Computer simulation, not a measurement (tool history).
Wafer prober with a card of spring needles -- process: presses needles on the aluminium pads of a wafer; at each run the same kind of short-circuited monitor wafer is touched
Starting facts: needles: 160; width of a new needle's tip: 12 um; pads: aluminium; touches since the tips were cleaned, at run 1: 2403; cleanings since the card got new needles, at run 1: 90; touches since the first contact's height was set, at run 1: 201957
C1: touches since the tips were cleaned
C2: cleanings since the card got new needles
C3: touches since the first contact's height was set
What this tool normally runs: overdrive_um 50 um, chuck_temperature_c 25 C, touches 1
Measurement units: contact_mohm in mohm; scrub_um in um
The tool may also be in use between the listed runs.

Run 1, hour 0: usual settings; C1 2403; C2 90; C3 201957. Result: contact_mohm 207 mohm, scrub_um 12.22 um.
At hour 3.4: tips cleaned on abrasive film.
At hour 10.2: tips cleaned on abrasive film.
At hour 18.7: tips cleaned on abrasive film.
Run 2, hour 19.1: usual settings; C1 220; C2 93; C3 212681. Result: contact_mohm 211 mohm, scrub_um 12.31 um.
At hour 21.1: height of the first contact set anew.
At hour 26.2: tips cleaned on abrasive film.
At hour 34.6: tips cleaned on abrasive film.
At hour 43.1: tips cleaned on abrasive film.
At hour 51.6: tips cleaned on abrasive film.
At hour 58.4: tips cleaned on abrasive film.
Run 3, hour 59.3: usual settings but chuck_temperature_c 41 C; C1 532; C2 98; C3 21538. Result: contact_mohm 211 mohm, scrub_um 12.27 um.
At hour 66.1: tips cleaned on abrasive film.
At hour 72.9: tips cleaned on abrasive film.
At hour 81.3: tips cleaned on abrasive film.
At hour 89.8: tips cleaned on abrasive film.
Run 4, hour 95.6: usual settings but chuck_temperature_c 41 C; C1 3316; C2 102; C3 42042. Result: contact_mohm 216 mohm, scrub_um 12.33 um.
At hour 97.4: tips cleaned on abrasive film.
At hour 105.8: tips cleaned on abrasive film.
At hour 114.3: tips cleaned on abrasive film.
At hour 121.1: tips cleaned on abrasive film.
At hour 129.5: tips cleaned on abrasive film.
Run 5, hour 135.1: usual settings but chuck_temperature_c 41 C; C1 3168; C2 107; C3 64306. Result: contact_mohm 211 mohm, scrub_um 12.23 um.
At hour 136.9: tips cleaned on abrasive film.
At hour 145.3: tips cleaned on abrasive film.
At hour 153.8: tips cleaned on abrasive film.
At hour 162.3: tips cleaned on abrasive film.
At hour 170.7: tips cleaned on abrasive film.
Run 6, hour 175: usual settings but chuck_temperature_c 41 C; C1 2465; C2 112; C3 86820. Result: contact_mohm 214 mohm, scrub_um 12.25 um.
At hour 178.5: tips cleaned on abrasive film.
At hour 186.9: tips cleaned on abrasive film.
At hour 195.4: tips cleaned on abrasive film.
At hour 203.9: tips cleaned on abrasive film.
Run 7, hour 204: usual settings but chuck_temperature_c 41 C; C1 56; C2 116; C3 103109. Result: contact_mohm 209 mohm, scrub_um 12.26 um.
At hour 210.8: tips cleaned on abrasive film.
At hour 217.6: tips cleaned on abrasive film.
Run 8, hour 221.9: usual settings but chuck_temperature_c 41 C; C1 2469; C2 118; C3 113218. Result: contact_mohm 210 mohm, scrub_um 12.28 um.
At hour 225.3: tips cleaned on abrasive film.
At hour 232.1: tips cleaned on abrasive film.
At hour 240.6: tips cleaned on abrasive film.
At hour 249: tips cleaned on abrasive film.
At hour 257.5: tips cleaned on abrasive film.
Run 9, hour 262.4: usual settings but overdrive_um 70 um; C1 2825; C2 123; C3 136093. Result: contact_mohm 206 mohm, scrub_um 17.23 um.
At hour 265.9: tips cleaned on abrasive film.
At hour 274.4: tips cleaned on abrasive film.
At hour 282.8: tips cleaned on abrasive film.
At hour 291.3: tips cleaned on abrasive film.
Run 10, hour 294.3: usual settings but overdrive_um 38 um; C1 1713; C2 127; C3 154038. Result: contact_mohm 212 mohm, scrub_um 9.35 um.
At hour 299.4: tips cleaned on abrasive film.
At hour 307.9: tips cleaned on abrasive film.
At hour 316: tips cleaned on abrasive film.
Run 11, hour 316: usual settings but overdrive_um 65 um; C1 0; C2 130; C3 166284. Result: contact_mohm 205 mohm, scrub_um 15.95 um.
At hour 324.5: tips cleaned on abrasive film.
At hour 333: tips cleaned on abrasive film.
At hour 341.4: tips cleaned on abrasive film.
Run 12, hour 347.5: usual settings but overdrive_um 65 um; C1 3446; C2 133; C3 184052. Result: contact_mohm 206 mohm, scrub_um 16 um.
At hour 349.2: tips cleaned on abrasive film.
At hour 357.7: tips cleaned on abrasive film.
At hour 366.2: tips cleaned on abrasive film.
At hour 374.6: tips cleaned on abrasive film.
Run 13, hour 381.1: usual settings but chuck_temperature_c 67 C; C1 3722; C2 137; C3 203051. Result: contact_mohm 220 mohm, scrub_um 12.35 um.
At hour 382.9: tips cleaned on abrasive film.
At hour 391.4: tips cleaned on abrasive film.
At hour 399.8: tips cleaned on abrasive film.
At hour 400.1: height of the first contact set anew.
At hour 408.6: tips cleaned on abrasive film.
Run 14, hour 410.7: usual settings but overdrive_um 64 um; C1 1197; C2 141; C3 5971. Result: contact_mohm 207 mohm, scrub_um 15.57 um.
At hour 415.8: tips cleaned on abrasive film.
At hour 424.3: tips cleaned on abrasive film.
At hour 432.7: tips cleaned on abrasive film.
At hour 441.2: tips cleaned on abrasive film.
At hour 449.1: tips cleaned on abrasive film.
Run 15, hour 449.1: usual settings but overdrive_um 36 um, chuck_temperature_c 111 C, touches 2; C1 0; C2 146; C3 27617. Result: contact_mohm 242 mohm, scrub_um 8.75 um.
At hour 457.6: tips cleaned on abrasive film.
At hour 464.4: tips cleaned on abrasive film.
Run 16, hour 468.5: usual settings but overdrive_um 39 um, chuck_temperature_c 78 C, touches 3; C1 2361; C2 148; C3 38571. Result: contact_mohm 224 mohm, scrub_um 9.53 um.
At hour 471.9: tips cleaned on abrasive film.
At hour 480.4: tips cleaned on abrasive film.
At hour 487.2: tips cleaned on abrasive film.
At hour 494.5: tips cleaned on abrasive film.
Run 17, hour 494.5: usual settings but touches 2; C1 0; C2 152; C3 53191. Result: contact_mohm 205 mohm, scrub_um 12.26 um.

Forecast run 18:
At hour 501.3: tips cleaned on abrasive film.
At hour 509.8: tips cleaned on abrasive film.
At hour 516.5: tips cleaned on abrasive film.
At hour 528.5: card fitted with new needles.
At hour 537: tips cleaned on abrasive film.
At hour 545.5: tips cleaned on abrasive film.
Run 18, hour 547.7: usual settings but overdrive_um 49 um; C1 1273; C2 2; C3 10821. Result: contact_mohm ?, scrub_um ?.

contact_mohm: 210 mohm
scrub_um: 11.99 um
The same run, on a tool lacking any hidden state, would have yielded contact_mohm 210 mohm, scrub_um 11.99 um.
